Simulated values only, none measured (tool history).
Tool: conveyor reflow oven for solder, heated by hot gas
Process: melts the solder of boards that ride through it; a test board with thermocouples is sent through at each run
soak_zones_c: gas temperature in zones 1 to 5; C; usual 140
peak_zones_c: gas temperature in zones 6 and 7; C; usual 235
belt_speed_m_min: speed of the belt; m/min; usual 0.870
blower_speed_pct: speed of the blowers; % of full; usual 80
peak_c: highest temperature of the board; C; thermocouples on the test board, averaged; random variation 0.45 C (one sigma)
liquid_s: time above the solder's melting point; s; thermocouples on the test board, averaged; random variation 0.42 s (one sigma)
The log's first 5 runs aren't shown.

run,hour,soak_zones_c,peak_zones_c,belt_speed_m_min,blower_speed_pct,hours of work since the flux was cleaned out,hours of work since the belt drive was overhauled,hours of work since the thermocouples were changed,peak_c,liquid_s
6,84.7,152,235,0.870,80,422,68,270,216.1,43.8
# hour 102.1: flux residue cleaned out of gas plates and filters
7,106.9,152,235,0.870,80,2,76,279,219.1,46.2
8,123.4,140,235,0.896,80,11,84,287,216.2,38.8
9,147.2,140,230,0.870,80,22,96,299,213.0,39.3
10,159.0,140,230,0.870,80,28,102,305,213.4,38.7
11,170.5,140,235,0.870,89,34,108,310,219.7,42.9
12,186.7,140,235,0.870,89,42,116,318,218.8,42.5
13,204.9,140,235,0.870,89,51,125,327,218.7,42.6
14,218.9,140,235,0.870,80,58,132,334,217.2,41.1
15,237.7,140,235,0.870,80,67,141,344,216.5,41.1
16,250.9,140,235,0.870,51,74,147,350,206.5,32.1
17,266.4,140,235,0.891,76,81,155,358,215.3,39.0
18,287.7,140,235,0.870,69,92,166,368,214.2,39.5
19,310.5,140,235,0.870,69,103,177,380,213.3,38.6
20,323.4,135,235,0.870,61,110,183,386,209.5,33.8
21,338.4,135,228,0.914,61,117,191,394,201.5,25.9
22,350.3,140,242,0.870,80,123,197,399,222.6,43.6
23,366.3,140,242,0.870,87,131,205,407,222.8,44.1
24,384.4,140,242,0.877,75,140,214,416,220.5,42.4
25,405.8,152,237,0.933,57,151,224,427,210.4,36.4
26,420.6,152,237,0.933,57,158,232,434,210.5,36.0
27,436.7,152,237,0.933,57,166,240,442,210.3,36.1
28,453.4,141,230,0.933,59,174,248,451,202.5,27.1

Forecast run 29:
29,475.5,141,245,0.729,59,185,259,462,?,?

Run 29 gave peak_c 224.9 C, liquid_s 54.6 s.
Without the tool's hidden state the same run would have given peak_c 225.4 C, liquid_s 54.6 s.

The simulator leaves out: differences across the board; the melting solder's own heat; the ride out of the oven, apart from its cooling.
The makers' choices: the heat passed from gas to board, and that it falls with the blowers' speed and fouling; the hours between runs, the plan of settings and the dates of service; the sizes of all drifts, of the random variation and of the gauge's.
